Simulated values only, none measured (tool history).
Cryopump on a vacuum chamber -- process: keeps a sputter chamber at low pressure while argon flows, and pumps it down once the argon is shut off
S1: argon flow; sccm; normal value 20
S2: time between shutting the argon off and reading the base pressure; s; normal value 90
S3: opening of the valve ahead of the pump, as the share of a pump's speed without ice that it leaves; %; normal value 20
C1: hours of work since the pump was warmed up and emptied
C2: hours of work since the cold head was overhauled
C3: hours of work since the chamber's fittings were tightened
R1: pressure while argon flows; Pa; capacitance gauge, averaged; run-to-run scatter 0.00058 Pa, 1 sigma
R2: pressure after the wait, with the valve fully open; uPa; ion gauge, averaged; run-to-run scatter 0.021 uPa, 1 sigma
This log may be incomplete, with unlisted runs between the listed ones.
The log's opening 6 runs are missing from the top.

run 7 hour=226.2 | S1=20 S2=90 S3=35 | C1=429 C2=1340 C3=355 | R1=0.0452 R2=0.58
run 8 hour=261.4 | S1=20 S2=90 S3=35 | C1=454 C2=1364 C3=380 | R1=0.0453 R2=0.59
run 9 hour=298.1 | S1=20 S2=249 S3=35 | C1=479 C2=1390 C3=405 | R1=0.0449 R2=0.54
run 10 hour=325.6 | S1=20 S2=90 S3=20 | C1=498 C2=1409 C3=424 | R1=0.0786 R2=0.6
run 11 hour=377.6 | S1=20 S2=90 S3=20 | C1=533 C2=1444 C3=460 | R1=0.0775 R2=0.7
run 12 hour=408.2 | S1=20 S2=90 S3=25 | C1=555 C2=1465 C3=481 | R1=0.0631 R2=0.7
run 13 hour=436.3 | S1=20 S2=90 S3=25 | C1=574 C2=1485 C3=500 | R1=0.0621 R2=0.71
run 14 hour=472.5 | S1=20 S2=90 S3=25 | C1=599 C2=1510 C3=525 | R1=0.0629 R2=0.69
run 15 hour=526.9 | S1=20 S2=90 S3=23 | C1=636 C2=1547 C3=562 | R1=0.0696 R2=0.76
run 16 hour=554 | S1=20 S2=90 S3=23 | C1=655 C2=1566 C3=581 | R1=0.0696 R2=0.74
run 17 hour=584.6 | S1=22 S2=90 S3=20 | C1=676 C2=1587 C3=602 | R1=0.0879 R2=0.77
run 18 hour=615.7 | S1=26 S2=50 S3=46 | C1=697 C2=1608 C3=623 | R1=0.0481 R2=0.97
run 19 hour=654.1 | S1=26 S2=109 S3=46 | C1=724 C2=1634 C3=650 | R1=0.0489 R2=0.81
run 20 hour=688.8 | S1=20 S2=90 S3=52 | C1=747 C2=1658 C3=673 | R1=0.0346 R2=0.87
run 21 hour=727.9 | S1=36 S2=290 S3=43 | C1=774 C2=1685 C3=700 | R1=0.0722 R2=0.73

Forecast run 22:
run 22 hour=766.3 | S1=36 S2=290 S3=43 | C1=801 C2=1712 C3=727 | R1=? R2=?

Logged for run 22: R1 0.0723 Pa, R2 0.77 uPa.
Take away the tool's hidden state, keep the run-to-run variation as it was, and the same run would have given R1 0.0625 Pa, R2 0.2 uPa.
